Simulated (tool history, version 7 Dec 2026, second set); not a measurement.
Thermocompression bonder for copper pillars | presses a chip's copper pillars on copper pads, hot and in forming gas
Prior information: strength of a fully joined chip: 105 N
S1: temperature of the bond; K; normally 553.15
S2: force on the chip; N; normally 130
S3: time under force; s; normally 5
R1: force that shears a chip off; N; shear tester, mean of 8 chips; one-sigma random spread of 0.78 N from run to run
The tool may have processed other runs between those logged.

run,day,S1,S2,S3,R1
1,0.000,553.15,130,5,60.0
2,0.467,553.15,130,5,59.3
3,0.879,553.15,130,5,60.5
4,1.212,553.15,130,5,59.3
5,1.862,553.15,130,5,60.3
6,2.362,553.15,130,5,60.0
7,2.792,553.15,130,5,59.5
8,3.312,553.15,130,5,60.1
9,3.850,558.15,130,5,64.4
10,4.225,558.15,130,5,64.7
11,4.717,553.15,130,13,77.2
12,5.333,553.15,130,13,77.1
13,5.983,553.15,130,3,49.7
14,6.617,566.15,130,5,69.2
15,7.354,566.15,130,5,69.2
16,7.800,553.15,130,4,53.9
17,8.188,553.15,130,3,49.1
18,8.967,576.15,130,5,75.6
19,9.396,576.15,130,5,75.4
20,10.162,576.15,130,5,75.4
21,10.892,576.15,130,5,75.2
22,11.512,576.15,130,5,75.4
23,12.138,533.15,130,5,43.5
24,12.725,556.15,145,3,57.4
25,13.400,553.15,130,13,77.3
26,13.842,559.15,130,5,60.7
27,14.454,559.15,130,5,62.0
28,15.179,553.15,130,13,78.4
29,15.600,544.15,130,11,68.3
30,15.988,569.15,130,10,83.9
31,16.696,553.15,124,5,59.7
32,17.404,581.15,128,7,88.7
33,18.079,581.15,128,7,90.1
34,18.862,581.15,128,7,87.7
35,19.508,553.15,134,6,67.1
36,20.308,553.15,132,8,71.7
37,20.658,583.15,110,5,76.5
38,21.350,553.15,105,5,52.0
39,21.996,534.15,80,3,24.2

The log once held 3 entries between its listed runs, left out of this copy. Where does each go, and what is different about the tool's unlogged condition between the listed run before it and the listed run after it?
From run 25 to run 26: heater calibrated with a thermocouple chip (day 13.554)
  true temperature of the bond over the reading, C: -1.4 -> -1.6; oxide that the forming gas leaves, % of the face: 3.65 -> 3.69
  the result without the hidden state subtracted from the measured one, R1: -2.6 -> -2.2 N
From run 27 to run 28: forming gas filter changed (day 15.025)
  oxide that the forming gas leaves, % of the face: 3.76 -> 0.68
  the result without the hidden state subtracted from the measured one, R1: -2.3 -> -0.4 N
From run 30 to run 31: heater calibrated with a thermocouple chip, once more (day 16.242)
  true temperature of the bond over the reading, C: -1.8 -> 0.8; force that reaches the chip, % of what is set: 102.5 -> 102.6; oxide that the forming gas leaves, % of the face: 0.77 -> 0.83
  the result without the hidden state subtracted from the measured one, R1: -0.4 -> +1.5 N
